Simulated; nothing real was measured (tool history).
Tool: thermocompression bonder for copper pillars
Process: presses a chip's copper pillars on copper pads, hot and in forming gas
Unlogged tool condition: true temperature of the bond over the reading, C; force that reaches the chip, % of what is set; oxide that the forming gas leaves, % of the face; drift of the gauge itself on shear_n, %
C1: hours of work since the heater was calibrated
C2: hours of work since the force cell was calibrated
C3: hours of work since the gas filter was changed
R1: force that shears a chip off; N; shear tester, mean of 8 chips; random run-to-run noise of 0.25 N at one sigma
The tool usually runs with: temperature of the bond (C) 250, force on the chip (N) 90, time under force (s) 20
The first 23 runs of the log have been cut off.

Run 24, day 25.454: usual settings but temperature of the bond (C) 243; C1 124; C2 520; C3 199. Result: R1 54.0 N.
Run 25, day 26.850: usual settings but temperature of the bond (C) 272, time under force (s) 24; C1 138; C2 534; C3 213. Result: R1 72.2 N.
Run 26, day 27.946: usual settings but temperature of the bond (C) 243, time under force (s) 22; C1 150; C2 546; C3 224. Result: R1 55.6 N.
Run 27, day 29.075: usual settings but temperature of the bond (C) 243, time under force (s) 22; C1 161; C2 557; C3 236. Result: R1 56.0 N.
Run 28, day 29.871: usual settings but force on the chip (N) 80, time under force (s) 22; C1 169; C2 565; C3 244. Result: R1 54.5 N.
Run 29, day 31.238: usual settings but temperature of the bond (C) 225, time under force (s) 31; C1 183; C2 579; C3 258. Result: R1 52.6 N.
Run 30, day 31.979: usual settings but temperature of the bond (C) 225, time under force (s) 31; C1 191; C2 587; C3 266. Result: R1 52.8 N.
Run 31, day 33.254: usual settings but temperature of the bond (C) 242, force on the chip (N) 88, time under force (s) 11; C1 204; C2 600; C3 279. Result: R1 41.9 N.
Run 32, day 34.158: usual settings but temperature of the bond (C) 232, force on the chip (N) 110; C1 213; C2 609; C3 288. Result: R1 55.7 N.
Run 33, day 35.067: usual settings but temperature of the bond (C) 242, force on the chip (N) 123; C1 223; C2 618; C3 297. Result: R1 65.5 N.
Run 34, day 36.604: usual settings but temperature of the bond (C) 266, force on the chip (N) 57, time under force (s) 43; C1 238; C2 634; C3 313. Result: R1 60.6 N.
Run 35, day 37.712: usual settings but temperature of the bond (C) 266, force on the chip (N) 57, time under force (s) 10; C1 250; C2 646; C3 324. Result: R1 35.5 N.
Run 36, day 39.112: usual settings but temperature of the bond (C) 260, force on the chip (N) 64, time under force (s) 12; C1 264; C2 660; C3 339. Result: R1 39.8 N.
At day 39.508: forming gas filter changed.
Run 37, day 40.267: usual settings but temperature of the bond (C) 260, force on the chip (N) 64, time under force (s) 12; C1 276; C2 671; C3 8. Result: R1 40.0 N.
Run 38, day 40.929: usual settings but temperature of the bond (C) 260, force on the chip (N) 64, time under force (s) 12; C1 282; C2 678; C3 15. Result: R1 39.6 N.
Run 39, day 42.238: usual settings but temperature of the bond (C) 260, force on the chip (N) 67, time under force (s) 13; C1 296; C2 692; C3 28. Result: R1 42.8 N.
Run 40, day 43.512: usual settings but temperature of the bond (C) 260, force on the chip (N) 67, time under force (s) 11; C1 309; C2 705; C3 41. Result: R1 40.0 N.

Consider 3 possible next runs. They are alternatives, not a sequence: every one starts from the tool as it was left by run 40. What does each give?
At day 44.638: force cell calibrated.
Run A, day 44.642: usual settings but temperature of the bond (C) 260, force on the chip (N) 79, time under force (s) 11; C1 320; C2 0; C3 52. Result: R1 ?.
At day 44.638: force cell calibrated.
Run B, day 44.642: usual settings but temperature of the bond (C) 260, force on the chip (N) 127, time under force (s) 30; C1 320; C2 0; C3 52. Result: R1 ?.
At day 44.638: force cell calibrated.
Run C, day 44.642: usual settings but temperature of the bond (C) 260, force on the chip (N) 83, time under force (s) 15; C1 320; C2 0; C3 52. Result: R1 ?.

run    R1
  A  45.2
  B  82.5
  C  52.6
With no hidden state in the tool, these same runs would have given:
run    R1
  A  47.1
  B  85.9
  C  54.8
